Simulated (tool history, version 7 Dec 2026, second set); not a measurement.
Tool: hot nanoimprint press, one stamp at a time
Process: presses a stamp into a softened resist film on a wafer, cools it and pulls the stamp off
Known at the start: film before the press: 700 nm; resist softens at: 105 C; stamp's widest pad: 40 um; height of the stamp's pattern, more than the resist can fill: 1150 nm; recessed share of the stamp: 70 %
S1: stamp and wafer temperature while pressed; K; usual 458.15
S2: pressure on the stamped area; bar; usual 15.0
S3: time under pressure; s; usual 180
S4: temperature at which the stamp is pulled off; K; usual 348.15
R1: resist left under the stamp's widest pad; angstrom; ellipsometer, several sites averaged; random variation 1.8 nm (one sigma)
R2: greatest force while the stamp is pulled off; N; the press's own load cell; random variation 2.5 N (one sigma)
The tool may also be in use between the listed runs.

{"run": 1, "hour": 0.0, "S1": 458.15, "S2": 15.0, "S3": 180, "S4": 348.15, "R1": 3131, "R2": 171}
{"run": 2, "hour": 14.2, "S1": 458.15, "S2": 15.0, "S3": 180, "S4": 348.15, "R1": 3118, "R2": 172}
{"run": 3, "hour": 32.0, "S1": 468.15, "S2": 15.0, "S3": 180, "S4": 348.15, "R1": 2030, "R2": 170}
{"run": 4, "hour": 45.8, "S1": 468.15, "S2": 15.0, "S3": 180, "S4": 339.15, "R1": 2028, "R2": 190}
{"hour": 67.2, "done": "stamp cleaned and given a new release coat"}
{"run": 5, "hour": 69.8, "S1": 468.15, "S2": 15.0, "S3": 180, "S4": 339.15, "R1": 2036, "R2": 129}
{"run": 6, "hour": 93.1, "S1": 458.15, "S2": 14.1, "S3": 180, "S4": 348.15, "R1": 3253, "R2": 118}
{"run": 7, "hour": 109.9, "S1": 458.15, "S2": 14.1, "S3": 180, "S4": 348.15, "R1": 3265, "R2": 122}
{"hour": 129.2, "done": "plate thermocouple calibrated"}
{"run": 8, "hour": 133.4, "S1": 458.15, "S2": 14.1, "S3": 180, "S4": 348.15, "R1": 3353, "R2": 128}
{"run": 9, "hour": 145.0, "S1": 458.15, "S2": 14.1, "S3": 180, "S4": 348.15, "R1": 3318, "R2": 122}
{"run": 10, "hour": 158.4, "S1": 458.15, "S2": 14.1, "S3": 180, "S4": 348.15, "R1": 3335, "R2": 122}
{"run": 11, "hour": 174.2, "S1": 449.15, "S2": 15.0, "S3": 180, "S4": 348.15, "R1": 4710, "R2": 126}
{"run": 12, "hour": 196.7, "S1": 449.15, "S2": 15.0, "S3": 180, "S4": 348.15, "R1": 4694, "R2": 132}
{"run": 13, "hour": 219.8, "S1": 458.15, "S2": 16.4, "S3": 180, "S4": 351.15, "R1": 3142, "R2": 126}
{"hour": 240.3, "done": "plate thermocouple calibrated, once more"}
{"run": 14, "hour": 243.0, "S1": 458.15, "S2": 16.4, "S3": 233, "S4": 338.15, "R1": 2530, "R2": 150}
{"run": 15, "hour": 264.6, "S1": 458.15, "S2": 16.4, "S3": 112, "S4": 338.15, "R1": 3345, "R2": 151}
{"run": 16, "hour": 283.2, "S1": 457.15, "S2": 11.1, "S3": 140, "S4": 337.15, "R1": 3826, "R2": 153}
{"run": 17, "hour": 301.0, "S1": 457.15, "S2": 11.1, "S3": 140, "S4": 337.15, "R1": 3820, "R2": 152}
{"run": 18, "hour": 322.3, "S1": 458.15, "S2": 15.0, "S3": 180, "S4": 338.15, "R1": 2900, "R2": 157}
{"run": 19, "hour": 332.4, "S1": 457.15, "S2": 15.0, "S3": 136, "S4": 356.15, "R1": 3437, "R2": 130}
{"run": 20, "hour": 349.7, "S1": 450.15, "S2": 15.0, "S3": 180, "S4": 348.15, "R1": 4137, "R2": 136}
{"run": 21, "hour": 367.0, "S1": 450.15, "S2": 15.0, "S3": 180, "S4": 348.15, "R1": 4163, "R2": 144}
{"run": 22, "hour": 390.1, "S1": 458.15, "S2": 12.4, "S3": 180, "S4": 348.15, "R1": 3219, "R2": 144}
{"run": 23, "hour": 400.9, "S1": 456.15, "S2": 19.8, "S3": 180, "S4": 348.15, "R1": 2885, "R2": 151}
{"run": 24, "hour": 420.7, "S1": 449.15, "S2": 15.0, "S3": 180, "S4": 348.15, "R1": 4341, "R2": 144}

5 ways to go on from here, each from the tool as it stands after run 24. What would each give?
{"run": "A", "hour": 432.5, "S1": 457.15, "S2": 13.3, "S3": 255, "S4": 348.15, "R1": "?", "R2": "?"}
{"run": "B", "hour": 432.5, "S1": 454.15, "S2": 15.0, "S3": 180, "S4": 334.15, "R1": "?", "R2": "?"}
{"run": "C", "hour": 432.5, "S1": 452.15, "S2": 15.0, "S3": 180, "S4": 337.15, "R1": "?", "R2": "?"}
{"run": "D", "hour": 432.5, "S1": 458.15, "S2": 15.5, "S3": 180, "S4": 348.15, "R1": "?", "R2": "?"}
{"run": "E", "hour": 432.5, "S1": 468.15, "S2": 15.0, "S3": 313, "S4": 355.15, "R1": "?", "R2": "?"}

run=A R1=2888 R2=148
run=B R1=3548 R2=171
run=C R1=3801 R2=167
run=D R1=2936 R2=152
run=E R1=1502 R2=141
Without the tool's hidden state the same runs would have given:
run=A R1=2822 R2=112
run=B R1=3468 R2=129
run=C R1=3719 R2=126
run=D R1=2863 R2=115
run=E R1=1463 R2=107
